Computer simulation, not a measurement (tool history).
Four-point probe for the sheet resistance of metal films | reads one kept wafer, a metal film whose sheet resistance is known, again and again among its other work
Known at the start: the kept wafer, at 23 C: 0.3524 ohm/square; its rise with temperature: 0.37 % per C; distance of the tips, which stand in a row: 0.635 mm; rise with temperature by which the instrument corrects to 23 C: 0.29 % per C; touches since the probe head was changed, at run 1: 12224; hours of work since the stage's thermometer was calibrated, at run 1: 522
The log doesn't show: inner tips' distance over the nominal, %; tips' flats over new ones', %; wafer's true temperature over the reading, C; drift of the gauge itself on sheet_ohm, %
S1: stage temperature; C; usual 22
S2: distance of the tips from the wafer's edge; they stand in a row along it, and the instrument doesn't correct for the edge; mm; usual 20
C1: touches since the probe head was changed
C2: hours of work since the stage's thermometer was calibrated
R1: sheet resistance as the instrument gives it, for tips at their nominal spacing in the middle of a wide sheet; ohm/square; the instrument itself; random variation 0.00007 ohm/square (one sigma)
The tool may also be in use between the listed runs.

run,hour,S1,S2,C1,C2,R1
1,0.0,22,20,12224,522,0.352386
2,24.8,22,20,12757,538,0.352387
3,38.1,22,20,13041,546,0.352369
4,55.9,22,20,13423,558,0.352278
5,80.2,22,15,13946,573,0.352341
6,99.2,22,15,14354,585,0.352417
7,114.5,22,61,14682,595,0.352078
8,128.7,22,61,14987,604,0.352187
9,143.2,22,61,15298,613,0.352135
10,157.7,22,20,15608,622,0.352293
11,171.8,22,20,15912,631,0.352279
12,191.0,22,46,16324,643,0.352139
13,216.0,25,9,16861,659,0.354005
14,241.4,20,9,17405,675,0.352531
15,262.0,22,23,17848,688,0.352180
16,288.0,22,23,18406,705,0.352209
17,311.7,22,23,18914,719,0.352201
18,328.8,24,6,19281,730,0.354773
19,352.4,24,6,19788,745,0.354764
20,382.7,24,6,20438,764,0.354829
21,408.4,26,9,20990,781,0.354077
22,433.0,28,4,21518,796,0.358721
23,447.8,24,52,21835,806,0.352844
24,464.1,24,52,22186,816,0.352639

5 ways to go on from here, each from the tool as it stands after run 24. What would each give?
A,477.4,29,7,22470,824,?
B,477.4,21,20,22470,824,?
C,477.4,24,5,22470,824,?
D,477.4,28,27,22470,824,?
E,477.4,32,14,22470,824,?

run,R1
A,0.355787
B,0.352077
C,0.355807
D,0.353995
E,0.355444
Without the tool's hidden state the same runs would have given:
run,R1
A,0.355776
B,0.352067
C,0.355796
D,0.353985
E,0.355434
